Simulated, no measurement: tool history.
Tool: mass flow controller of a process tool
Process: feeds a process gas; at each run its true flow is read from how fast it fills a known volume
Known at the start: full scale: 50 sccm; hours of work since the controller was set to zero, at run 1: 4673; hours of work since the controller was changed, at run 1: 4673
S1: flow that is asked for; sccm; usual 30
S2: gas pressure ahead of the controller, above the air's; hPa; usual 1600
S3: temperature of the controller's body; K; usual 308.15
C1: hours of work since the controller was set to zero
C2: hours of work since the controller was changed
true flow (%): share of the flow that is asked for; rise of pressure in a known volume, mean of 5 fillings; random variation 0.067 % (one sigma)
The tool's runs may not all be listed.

Run 1, hour 0.0: usual settings; C1 4673; C2 4673. Result: true flow (%) 98.39.
Run 2, hour 347.0: usual settings; C1 4826; C2 4826. Result: true flow (%) 98.26.
Run 3, hour 677.0: usual settings; C1 4972; C2 4972. Result: true flow (%) 98.38.
Run 4, hour 1062.1: usual settings; C1 5143; C2 5143. Result: true flow (%) 98.38.
Run 5, hour 1388.7: usual settings but S3 302.15 K; C1 5287; C2 5287. Result: true flow (%) 98.00.
Run 6, hour 1800.5: usual settings; C1 5470; C2 5470. Result: true flow (%) 98.36.
Run 7, hour 2265.5: usual settings; C1 5675; C2 5675. Result: true flow (%) 98.23.
Run 8, hour 2697.5: usual settings; C1 5866; C2 5866. Result: true flow (%) 98.03.
Run 9, hour 2913.9: usual settings but S1 20 sccm; C1 5962; C2 5962. Result: true flow (%) 96.56.
At hour 3123.0: controller's zero set anew.
Run 10, hour 3129.9: usual settings but S3 303.15 K; C1 3; C2 6058. Result: true flow (%) 99.82.
Run 11, hour 3343.5: usual settings but S2 2220 hPa; C1 98; C2 6152. Result: true flow (%) 99.92.
Run 12, hour 3595.0: usual settings but S1 26 sccm; C1 209; C2 6263. Result: true flow (%) 99.83.
Run 13, hour 3861.8: usual settings; C1 327; C2 6382. Result: true flow (%) 100.07.
Run 14, hour 4163.2: usual settings but S1 29 sccm; C1 460; C2 6515. Result: true flow (%) 99.90.
Run 15, hour 4556.6: usual settings but S2 1630 hPa; C1 634; C2 6689. Result: true flow (%) 99.95.
Run 16, hour 5014.9: usual settings but S2 1630 hPa; C1 837; C2 6892. Result: true flow (%) 99.91.
Run 17, hour 5377.8: usual settings but S2 1630 hPa, S3 298.15 K; C1 998; C2 7053. Result: true flow (%) 99.54.
Run 18, hour 5612.1: usual settings but S2 1540 hPa; C1 1102; C2 7156. Result: true flow (%) 99.92.
Run 19, hour 5838.8: usual settings but S2 1500 hPa; C1 1202; C2 7257. Result: true flow (%) 99.95.
Run 20, hour 6294.4: usual settings but S2 1500 hPa; C1 1404; C2 7458. Result: true flow (%) 99.74.
Run 21, hour 6683.4: usual settings but S2 1500 hPa; C1 1576; C2 7630. Result: true flow (%) 99.86.
Run 22, hour 7032.3: usual settings but S2 1500 hPa; C1 1730; C2 7785. Result: true flow (%) 99.65.
Run 23, hour 7465.9: usual settings but S2 1500 hPa; C1 1922; C2 7977. Result: true flow (%) 99.53.
Run 24, hour 7708.3: usual settings but S2 1500 hPa; C1 2029; C2 8084. Result: true flow (%) 99.60.
Run 25, hour 7941.3: usual settings but S2 1500 hPa; C1 2132; C2 8187. Result: true flow (%) 99.74.
Run 26, hour 8300.0: usual settings but S1 15 sccm, S2 1500 hPa, S3 297.15 K; C1 2291; C2 8346. Result: true flow (%) 97.69.
Run 27, hour 8714.9: usual settings but S1 15 sccm, S2 1500 hPa, S3 297.15 K; C1 2475; C2 8529. Result: true flow (%) 97.73.
Run 28, hour 9128.1: usual settings but S1 34 sccm, S2 1790 hPa, S3 303.15 K; C1 2658; C2 8712. Result: true flow (%) 99.74.
Run 29, hour 9552.1: usual settings but S1 12 sccm, S2 2490 hPa, S3 307.15 K; C1 2845; C2 8900. Result: true flow (%) 97.01.
Run 30, hour 9986.2: usual settings but S1 6 sccm, S2 2360 hPa, S3 312.15 K; C1 3038; C2 9092. Result: true flow (%) 94.33.
Run 31, hour 10243.6: usual settings but S2 2320 hPa, S3 295.15 K; C1 3151; C2 9206. Result: true flow (%) 98.94.
Run 32, hour 10713.4: usual settings but S2 2320 hPa, S3 295.15 K; C1 3359; C2 9414. Result: true flow (%) 98.99.
Run 33, hour 10926.4: usual settings but S1 6 sccm, S2 1460 hPa, S3 313.15 K; C1 3454; C2 9508. Result: true flow (%) 93.82.
Run 34, hour 11331.8: usual settings but S1 6 sccm, S2 1460 hPa, S3 313.15 K; C1 3633; C2 9688. Result: true flow (%) 93.52.
Run 35, hour 11772.1: usual settings but S1 6 sccm, S2 1460 hPa, S3 313.15 K; C1 3828; C2 9883. Result: true flow (%) 93.30.
Run 36, hour 11988.9: usual settings but S1 6 sccm, S2 1460 hPa, S3 313.15 K; C1 3924; C2 9978. Result: true flow (%) 93.14.
Run 37, hour 12210.1: usual settings but S1 6 sccm, S2 2330 hPa, S3 299.15 K; C1 4022; C2 10076. Result: true flow (%) 92.49.
Run 38, hour 12484.6: usual settings but S1 6 sccm, S2 2330 hPa, S3 299.15 K; C1 4143; C2 10198. Result: true flow (%) 92.31.
Run 39, hour 12941.1: usual settings but S1 8 sccm, S2 1670 hPa; C1 4345; C2 10400. Result: true flow (%) 94.22.
Run 40, hour 13249.4: usual settings but S1 21 sccm, S2 2300 hPa, S3 296.15 K; C1 4482; C2 10536. Result: true flow (%) 97.68.
Run 41, hour 13609.5: usual settings but S1 6 sccm, S2 1440 hPa, S3 294.15 K; C1 4641; C2 10696. Result: true flow (%) 91.68.
Run 42, hour 13870.9: usual settings but S1 15 sccm, S2 2200 hPa, S3 294.15 K; C1 4757; C2 10811. Result: true flow (%) 96.40.
Run 43, hour 14106.3: usual settings but S1 6 sccm, S2 1750 hPa, S3 310.15 K; C1 4861; C2 10916. Result: true flow (%) 91.70.
Run 44, hour 14430.4: usual settings but S1 13 sccm, S2 1940 hPa, S3 310.15 K; C1 5004; C2 11059. Result: true flow (%) 96.15.
Run 45, hour 14752.0: usual settings but S2 2510 hPa, S3 306.15 K; C1 5147; C2 11201. Result: true flow (%) 98.77.
Run 46, hour 15062.6: usual settings but S2 2510 hPa, S3 306.15 K; C1 5284; C2 11339. Result: true flow (%) 99.09.
Run 47, hour 15272.3: usual settings but S1 31 sccm, S2 2640 hPa, S3 306.15 K; C1 5377; C2 11432. Result: true flow (%) 98.98.

3 ways to go on from here, each from the tool as it stands after run 47. What would each give?
Run A, hour 15590.7: usual settings but S2 2290 hPa; C1 5518; C2 11573. Result: true flow (%) ?.
Run B, hour 15590.7: usual settings but S1 31 sccm, S2 2640 hPa, S3 302.15 K; C1 5518; C2 11573. Result: true flow (%) ?.
Run C, hour 15590.7: usual settings but S1 21 sccm; C1 5518; C2 11573. Result: true flow (%) ?.

run  true flow (%)
  A          98.92
  B          98.76
  C          97.90
Without the tool's hidden state the same runs would have given:
run  true flow (%)
  A          99.25
  B          99.03
  C          98.99
